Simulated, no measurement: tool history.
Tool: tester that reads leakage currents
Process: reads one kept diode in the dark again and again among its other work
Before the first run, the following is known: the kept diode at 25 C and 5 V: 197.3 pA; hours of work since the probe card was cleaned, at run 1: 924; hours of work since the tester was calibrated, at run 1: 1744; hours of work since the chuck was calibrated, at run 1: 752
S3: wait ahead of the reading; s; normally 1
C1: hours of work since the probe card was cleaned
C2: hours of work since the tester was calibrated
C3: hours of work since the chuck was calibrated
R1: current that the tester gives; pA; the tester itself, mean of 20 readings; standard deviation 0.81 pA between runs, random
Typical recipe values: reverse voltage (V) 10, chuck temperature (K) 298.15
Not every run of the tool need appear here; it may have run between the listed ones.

run 1 hour=0 | reverse_voltage_(V)=10 chuck_temperature_(K)=298.15 S3=1 | C1=924 C2=1744 C3=752 | R1=270.01
run 2 hour=68 | reverse_voltage_(V)=10 chuck_temperature_(K)=298.15 S3=1 | C1=954 C2=1774 C3=782 | R1=269.56
run 3 hour=163.3 | reverse_voltage_(V)=10 chuck_temperature_(K)=298.15 S3=1 | C1=996 C2=1816 C3=824 | R1=268.79
run 4 hour=274.2 | reverse_voltage_(V)=10 chuck_temperature_(K)=298.15 S3=1 | C1=1045 C2=1865 C3=873 | R1=269.05
run 5 hour=370.4 | reverse_voltage_(V)=10 chuck_temperature_(K)=298.15 S3=1 | C1=1087 C2=1907 C3=915 | R1=267.73
run 6 hour=455.1 | reverse_voltage_(V)=10 chuck_temperature_(K)=298.15 S3=1 | C1=1125 C2=1945 C3=953 | R1=268.06
run 7 hour=564.3 | reverse_voltage_(V)=4.7 chuck_temperature_(K)=298.15 S3=1 | C1=1173 C2=1993 C3=1001 | R1=188.88
run 8 hour=662.8 | reverse_voltage_(V)=4.7 chuck_temperature_(K)=298.15 S3=1 | C1=1216 C2=2036 C3=1044 | R1=187.82
run 9 hour=779.5 | reverse_voltage_(V)=4.7 chuck_temperature_(K)=298.15 S3=1 | C1=1268 C2=2088 C3=1096 | R1=188.15
-- hour=836.6 probe card cleaned and baked
run 10 hour=867.5 | reverse_voltage_(V)=10 chuck_temperature_(K)=298.15 S3=0.3 | C1=14 C2=2125 C3=1133 | R1=257.43
run 11 hour=919.9 | reverse_voltage_(V)=10 chuck_temperature_(K)=298.15 S3=0.3 | C1=37 C2=2148 C3=1156 | R1=257.39
run 12 hour=1000.5 | reverse_voltage_(V)=10 chuck_temperature_(K)=298.15 S3=0.3 | C1=72 C2=2184 C3=1192 | R1=255.61
run 13 hour=1084 | reverse_voltage_(V)=10 chuck_temperature_(K)=298.15 S3=1 | C1=109 C2=2221 C3=1229 | R1=254.28
run 14 hour=1172.3 | reverse_voltage_(V)=10 chuck_temperature_(K)=298.15 S3=1 | C1=148 C2=2260 C3=1267 | R1=253.09
run 15 hour=1276.5 | reverse_voltage_(V)=10 chuck_temperature_(K)=298.15 S3=1 | C1=194 C2=2306 C3=1313 | R1=252.61
-- hour=1302.8 chuck's temperature calibrated
run 16 hour=1344.8 | reverse_voltage_(V)=10 chuck_temperature_(K)=298.15 S3=1 | C1=223 C2=2335 C3=19 | R1=272.34
run 17 hour=1396.9 | reverse_voltage_(V)=10 chuck_temperature_(K)=298.15 S3=1 | C1=246 C2=2358 C3=41 | R1=272.64
run 18 hour=1481.1 | reverse_voltage_(V)=10 chuck_temperature_(K)=298.15 S3=1 | C1=283 C2=2395 C3=79 | R1=273.81
run 19 hour=1585.3 | reverse_voltage_(V)=10 chuck_temperature_(K)=298.15 S3=1 | C1=329 C2=2441 C3=125 | R1=270.74
run 20 hour=1702.2 | reverse_voltage_(V)=10 chuck_temperature_(K)=305.15 S3=2.88 | C1=381 C2=2492 C3=176 | R1=442.84
run 21 hour=1787.8 | reverse_voltage_(V)=1.4 chuck_temperature_(K)=317.15 S3=1 | C1=419 C2=2530 C3=214 | R1=408.21
run 22 hour=1852.1 | reverse_voltage_(V)=10 chuck_temperature_(K)=302.15 S3=0.39 | C1=447 C2=2559 C3=242 | R1=363.12
run 23 hour=1968.7 | reverse_voltage_(V)=7.3 chuck_temperature_(K)=298.15 S3=1 | C1=498 C2=2610 C3=294 | R1=235.01
-- hour=1976.1 tester calibrated
run 24 hour=2028.6 | reverse_voltage_(V)=2 chuck_temperature_(K)=299.15 S3=9.46 | C1=524 C2=23 C3=319 | R1=140.86
run 25 hour=2095.9 | reverse_voltage_(V)=5.2 chuck_temperature_(K)=324.15 S3=3.53 | C1=554 C2=53 C3=349 | R1=1128.14
run 26 hour=2150.5 | reverse_voltage_(V)=2.6 chuck_temperature_(K)=313.15 S3=1 | C1=578 C2=77 C3=373 | R1=413.39
run 27 hour=2225.7 | reverse_voltage_(V)=5.4 chuck_temperature_(K)=313.15 S3=1 | C1=611 C2=110 C3=406 | R1=572.36
run 28 hour=2313.5 | reverse_voltage_(V)=4.5 chuck_temperature_(K)=317.15 S3=1.2 | C1=649 C2=149 C3=445 | R1=682.02
run 29 hour=2391.4 | reverse_voltage_(V)=10 chuck_temperature_(K)=298.15 S3=3.57 | C1=684 C2=183 C3=479 | R1=268.75
run 30 hour=2453 | reverse_voltage_(V)=9.6 chuck_temperature_(K)=312.15 S3=6.29 | C1=711 C2=210 C3=506 | R1=687.38
run 31 hour=2510.4 | reverse_voltage_(V)=5 chuck_temperature_(K)=305.15 S3=1.05 | C1=736 C2=236 C3=532 | R1=320.31
run 32 hour=2574 | reverse_voltage_(V)=5 chuck_temperature_(K)=328.15 S3=1.05 | C1=764 C2=264 C3=560 | R1=1403.89
-- hour=2643.2 tester calibrated, once more
run 33 hour=2643.2 | reverse_voltage_(V)=5 chuck_temperature_(K)=328.15 S3=1.05 | C1=794 C2=0 C3=589 | R1=1398.86
run 34 hour=2745.4 | reverse_voltage_(V)=5 chuck_temperature_(K)=299.15 S3=4.44 | C1=839 C2=45 C3=634 | R1=209.12
run 35 hour=2845.6 | reverse_voltage_(V)=8.9 chuck_temperature_(K)=295.15 S3=4.25 | C1=883 C2=89 C3=679 | R1=204.5
run 36 hour=2896.6 | reverse_voltage_(V)=2 chuck_temperature_(K)=324.15 S3=4.25 | C1=906 C2=112 C3=701 | R1=722.2
run 37 hour=2961.6 | reverse_voltage_(V)=1.7 chuck_temperature_(K)=308.15 S3=1 | C1=934 C2=140 C3=730 | R1=239.92
run 38 hour=3052.3 | reverse_voltage_(V)=1.7 chuck_temperature_(K)=308.15 S3=1 | C1=974 C2=180 C3=770 | R1=238.46

Below, some changes in R1 between adjacent runs. For each, the amount present without the hidden state too (settings, incoming material, random variation) and the amount remaining for the hidden state with gauge scatter not shared by both compared results:
Hidden state at play: stray current of the dirty probe card, pA a volt; current scale over the true one, %; true chuck temperature over the reading, C; drift of the gauge itself on leakage_pa, %.
Run 24 -> 25: reverse voltage (V) 2 -> 5.2, chuck temperature (K) 299.15 -> 324.15, S3 9.46 -> 3.53. R1 +987.28 pA: hidden state -9.67, all else +996.95.
Run 31 -> 32: chuck temperature (K) 305.15 -> 328.15. R1 +1083.58 pA: hidden state -22.37, all else +1105.95.
Run 33 -> 34: chuck temperature (K) 328.15 -> 299.15, S3 1.05 -> 4.44. R1 -1189.74 pA: hidden state +32.27, all else -1222.01.
Run 35 -> 36: reverse voltage (V) 8.9 -> 2, chuck temperature (K) 295.15 -> 324.15. R1 +517.7 pA: hidden state -23.26, all else +540.96.

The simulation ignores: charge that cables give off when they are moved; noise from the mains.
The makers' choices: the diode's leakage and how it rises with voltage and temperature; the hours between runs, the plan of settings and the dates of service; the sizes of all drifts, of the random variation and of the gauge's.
